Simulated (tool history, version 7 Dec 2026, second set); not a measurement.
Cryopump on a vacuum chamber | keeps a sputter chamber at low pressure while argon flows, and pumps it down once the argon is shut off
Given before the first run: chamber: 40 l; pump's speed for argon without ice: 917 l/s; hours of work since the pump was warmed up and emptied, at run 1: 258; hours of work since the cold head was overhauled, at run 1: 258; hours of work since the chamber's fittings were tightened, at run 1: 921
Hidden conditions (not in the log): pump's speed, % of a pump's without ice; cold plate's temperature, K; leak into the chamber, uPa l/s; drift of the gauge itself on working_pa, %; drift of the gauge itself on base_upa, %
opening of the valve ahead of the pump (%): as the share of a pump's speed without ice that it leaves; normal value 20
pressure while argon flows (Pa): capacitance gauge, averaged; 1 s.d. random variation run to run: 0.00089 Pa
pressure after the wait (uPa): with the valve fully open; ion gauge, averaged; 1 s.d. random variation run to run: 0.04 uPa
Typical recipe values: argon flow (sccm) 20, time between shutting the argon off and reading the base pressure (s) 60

run   hour  argon flow (sccm)  time between shutting the argon off and reading the base pressure (s)  opening of the valve ahead of the pump (%)  hours of work since the pump was warmed up and emptied  hours of work since the cold head was overhauled  hours of work since the chamber's fittings were tightened  pressure while argon flows (Pa)  pressure after the wait (uPa)
  1      0                 20                                                                     60                                          20                                                     258                                               258                                                        921                           0.1883                           3.22
  2   12.4                 20                                                                     60                                          20                                                     264                                               264                                                        927                            0.186                           3.12
  3   24.5                 20                                                                     60                                          20                                                     270                                               270                                                        933                           0.1859                           3.16
  4   32.3                 20                                                                     60                                          49                                                     274                                               274                                                        937                           0.0782                            3.2
  5     44                 20                                                                     60                                          28                                                     280                                               280                                                        943                           0.1351                           3.19
  6   53.9                 20                                                                     60                                          20                                                     285                                               285                                                        948                           0.1868                           3.24
  7   63.8                 20                                                                     60                                          20                                                     290                                               290                                                        953                           0.1873                           3.23
  8   80.3                 20                                                                     60                                          20                                                     298                                               298                                                        961                            0.188                           3.16
  9   98.4                 20                                                                     60                                          20                                                     307                                               307                                                        970                           0.1883                           3.23
 10  111.7                 20                                                                    228                                          20                                                     313                                               313                                                        976                           0.1888                            1.9
 11  127.2                 20                                                                    228                                          20                                                     321                                               321                                                        984                           0.1873                            1.8
 12  143.6                 20                                                                     60                                          20                                                     329                                               329                                                        992                           0.1883                           3.27
 13  158.3                 20                                                                     60                                          20                                                     336                                               336                                                        999                           0.1873                           3.25
 14  166.1                 20                                                                     60                                          20                                                     340                                               340                                                       1003                           0.1884                           3.34
 15  174.6                 20                                                                     60                                          20                                                     344                                               344                                                       1007                           0.1878                           3.41
 16  189.2                 20                                                                     60                                          20                                                     351                                               351                                                       1014                           0.1879                           3.34
 17  207.2                 17                                                                     60                                          20                                                     360                                               360                                                       1023                           0.1596                           3.34

Run 18, settings as shown, results not yet in. Your forecast:
 18  222.8                 10                                                                    295                                          56                                                     368                                               368                                                       1031                                ?                              ?

Run 18 yielded pressure while argon flows (Pa) 0.0354, pressure after the wait (uPa) 1.72.
Had the tool carried no hidden state, the very same run would have given pressure while argon flows (Pa) 0.0333, pressure after the wait (uPa) 0.73.
